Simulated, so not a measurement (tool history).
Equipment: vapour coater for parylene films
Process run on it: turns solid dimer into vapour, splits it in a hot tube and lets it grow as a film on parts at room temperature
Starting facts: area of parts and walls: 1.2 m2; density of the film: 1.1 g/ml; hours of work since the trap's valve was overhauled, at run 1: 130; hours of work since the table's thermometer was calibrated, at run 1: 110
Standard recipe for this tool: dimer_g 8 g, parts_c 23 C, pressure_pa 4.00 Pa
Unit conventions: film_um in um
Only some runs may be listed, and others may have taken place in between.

run	hour	dimer_g	parts_c	pressure_pa	hours of work since the trap's valve was overhauled	hours of work since the table's thermometer was calibrated	film_um
1	0.0	8	23	4.00	130	110	4.31
2	24.0	8	23	4.00	141	121	4.26
3	36.1	10	23	4.00	146	126	5.39
4	56.8	8	23	4.00	156	136	4.29
5	73.4	8	23	4.00	163	143	4.27
6	98.7	8	23	4.00	174	154	4.27
7	112.2	8	23	4.00	180	160	4.25
8	127.1	8	23	3.49	187	167	4.27
9	146.6	8	25	4.00	195	175	4.00
10	158.8	11	28	8.04	201	181	4.88
11	184.4	11	28	8.60	212	192	4.83
# hour 190.5: trap's valve overhauled
12	210.8	8	24	6.61	9	202	3.96
13	231.7	8	29	2.33	18	211	3.66
14	242.4	8	29	2.33	23	216	3.65
15	268.0	6	29	5.91	34	227	2.58

Some steps in film_um, run to run, broken into two amounts with sign: the step expected even without the hidden condition (settings, incoming material, random variation), and the rest, left for the hidden condition together with whatever gauge scatter is not in both the measured and the hidden-condition-free result:
Hidden state present: vapour lost through the trap's worn valve, %; true temperature of the parts over the reading, C; drift of the gauge itself on film_um, %.
Run 2 -> 3: dimer_g 8 -> 10. film_um +1.13 um: hidden state -0.04, all else +1.17.
Run 14 -> 15: dimer_g 8 -> 6, pressure_pa 2.33 -> 5.91. film_um -1.07 um: hidden state +0.05, all else -1.12.

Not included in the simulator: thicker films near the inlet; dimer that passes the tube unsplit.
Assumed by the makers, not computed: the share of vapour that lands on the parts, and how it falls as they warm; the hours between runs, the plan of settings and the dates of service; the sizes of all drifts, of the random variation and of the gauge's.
